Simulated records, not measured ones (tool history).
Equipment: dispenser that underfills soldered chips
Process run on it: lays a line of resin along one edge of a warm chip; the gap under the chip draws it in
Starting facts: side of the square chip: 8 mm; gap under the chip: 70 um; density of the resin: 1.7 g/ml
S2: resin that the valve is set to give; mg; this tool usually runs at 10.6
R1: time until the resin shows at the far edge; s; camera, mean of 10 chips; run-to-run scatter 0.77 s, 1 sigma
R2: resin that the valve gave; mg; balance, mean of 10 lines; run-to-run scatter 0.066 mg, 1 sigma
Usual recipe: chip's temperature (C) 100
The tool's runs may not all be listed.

run 1 hour=0 | chip's_temperature_(C)=100 S2=10.6 | R1=84.5 R2=10.34
run 2 hour=3.6 | chip's_temperature_(C)=100 S2=10.6 | R1=96.8 R2=10.28
run 3 hour=10.8 | chip's_temperature_(C)=100 S2=10.6 | R1=79.6 R2=10.25
run 4 hour=19.1 | chip's_temperature_(C)=100 S2=10.6 | R1=70.5 R2=10.09
run 5 hour=26.6 | chip's_temperature_(C)=100 S2=10.6 | R1=92.9 R2=10.2
run 6 hour=34.5 | chip's_temperature_(C)=100 S2=10.6 | R1=77.8 R2=10.12
run 7 hour=38.7 | chip's_temperature_(C)=100 S2=10.6 | R1=89.5 R2=10.12
run 8 hour=45.3 | chip's_temperature_(C)=100 S2=10.6 | R1=74.5 R2=10.06
run 9 hour=50.4 | chip's_temperature_(C)=100 S2=10.3 | R1=87.7 R2=9.59
run 10 hour=56.9 | chip's_temperature_(C)=100 S2=10.3 | R1=74 R2=9.65
run 11 hour=60.9 | chip's_temperature_(C)=111 S2=10.3 | R1=54.6 R2=9.76
run 12 hour=65.9 | chip's_temperature_(C)=111 S2=10.3 | R1=63.9 R2=9.65
run 13 hour=72.4 | chip's_temperature_(C)=104 S2=13 | R1=65.4 R2=12.1
run 14 hour=79.7 | chip's_temperature_(C)=111 S2=10 | R1=66.7 R2=9.23
run 15 hour=85.7 | chip's_temperature_(C)=108 S2=10.3 | R1=59.8 R2=9.57
run 16 hour=91.5 | chip's_temperature_(C)=111 S2=11.4 | R1=63.9 R2=10.45
run 17 hour=98 | chip's_temperature_(C)=86 S2=9.2 | R1=170.4 R2=8.41
run 18 hour=102.4 | chip's_temperature_(C)=96 S2=10.8 | R1=117.7 R2=9.9
run 19 hour=110.7 | chip's_temperature_(C)=96 S2=10.8 | R1=94.5 R2=10.79
run 20 hour=117.4 | chip's_temperature_(C)=104 S2=13.5 | R1=80.5 R2=13.4

The log once held 10 entries between its listed runs, left out of this copy. Where does each go, and what is different about the tool's unlogged condition between the listed run before it and the listed run after it?
Run 2 -> run 3: new syringe of resin (hour 7)
  resin's viscosity, % of fresh resin's: 136.9 -> 114.6; dose that the valve gives, % of what is set: 97.03 -> 96.62; true chip temperature over the reading, C: 0.43 -> 0.44
  difference, measured minus the result without the unlogged condition, R1: +25.4 -> +9.5 s; R2: -0.31 -> -0.35 mg
Run 3 -> run 4: new syringe of resin (hour 19.1)
  resin's viscosity, % of fresh resin's: 114.6 -> 100.6; dose that the valve gives, % of what is set: 96.62 -> 96.17; true chip temperature over the reading, C: 0.44 -> 0.45
  difference, measured minus the result without the unlogged condition, R1: +9.5 -> -0.3 s; R2: -0.35 -> -0.4 mg
Run 5 -> run 6: new syringe of resin (hour 31.7)
  resin's viscosity, % of fresh resin's: 130.6 -> 110.2; dose that the valve gives, % of what is set: 95.73 -> 95.27; true chip temperature over the reading, C: 0.46 -> 0.47
  difference, measured minus the result without the unlogged condition, R1: +21 -> +6.6 s; R2: -0.45 -> -0.5 mg
Run 7 -> run 8: new syringe of resin (hour 44.1)
  resin's viscosity, % of fresh resin's: 127.6 -> 102.9; dose that the valve gives, % of what is set: 95.02 -> 94.66; true chip temperature over the reading, C: 0.47 -> 0.48
  difference, measured minus the result without the unlogged condition, R1: +18.9 -> +1.6 s; R2: -0.53 -> -0.57 mg
Run 9 -> run 10: new syringe of resin (hour 56.1)
  resin's viscosity, % of fresh resin's: 123.2 -> 103.8; dose that the valve gives, % of what is set: 94.39 -> 94.04; true chip temperature over the reading, C: 0.49 -> 0.5
  difference, measured minus the result without the unlogged condition, R1: +16.1 -> +2.4 s; R2: -0.57 -> -0.61 mg
Run 12 -> run 13: new syringe of resin (hour 68.6)
  resin's viscosity, % of fresh resin's: 142.6 -> 114.2; dose that the valve gives, % of what is set: 93.55 -> 93.2; true chip temperature over the reading, C: 0.51 -> 0.52
  difference, measured minus the result without the unlogged condition, R1: +19.1 -> +7.2 s; R2: -0.67 -> -0.89 mg
Run 14 -> run 15: new syringe of resin (hour 81.2)
  resin's viscosity, % of fresh resin's: 147.7 -> 118.7; dose that the valve gives, % of what is set: 92.8 -> 92.48; true chip temperature over the reading, C: 0.53 -> 0.54
  difference, measured minus the result without the unlogged condition, R1: +21.6 -> +9.5 s; R2: -0.72 -> -0.77 mg
Run 16 -> run 17: new syringe of resin (hour 93.2)
  resin's viscosity, % of fresh resin's: 145.4 -> 119.1; dose that the valve gives, % of what is set: 92.16 -> 91.81; true chip temperature over the reading, C: 0.54 -> 0.55
  difference, measured minus the result without the unlogged condition, R1: +19.9 -> +29 s; R2: -0.9 -> -0.76 mg
Run 18 -> run 19: new syringe of resin (hour 105.8); dispensing valve cleaned and set on the balance (hour 106.8)
  resin's viscosity, % of fresh resin's: 139.2 -> 114.3; dose that the valve gives, % of what is set: 91.57 -> 99.89; true chip temperature over the reading, C: 0.56 -> 0.57
  difference, measured minus the result without the unlogged condition, R1: +32.8 -> +9.8 s; R2: -0.91 -> -0.01 mg
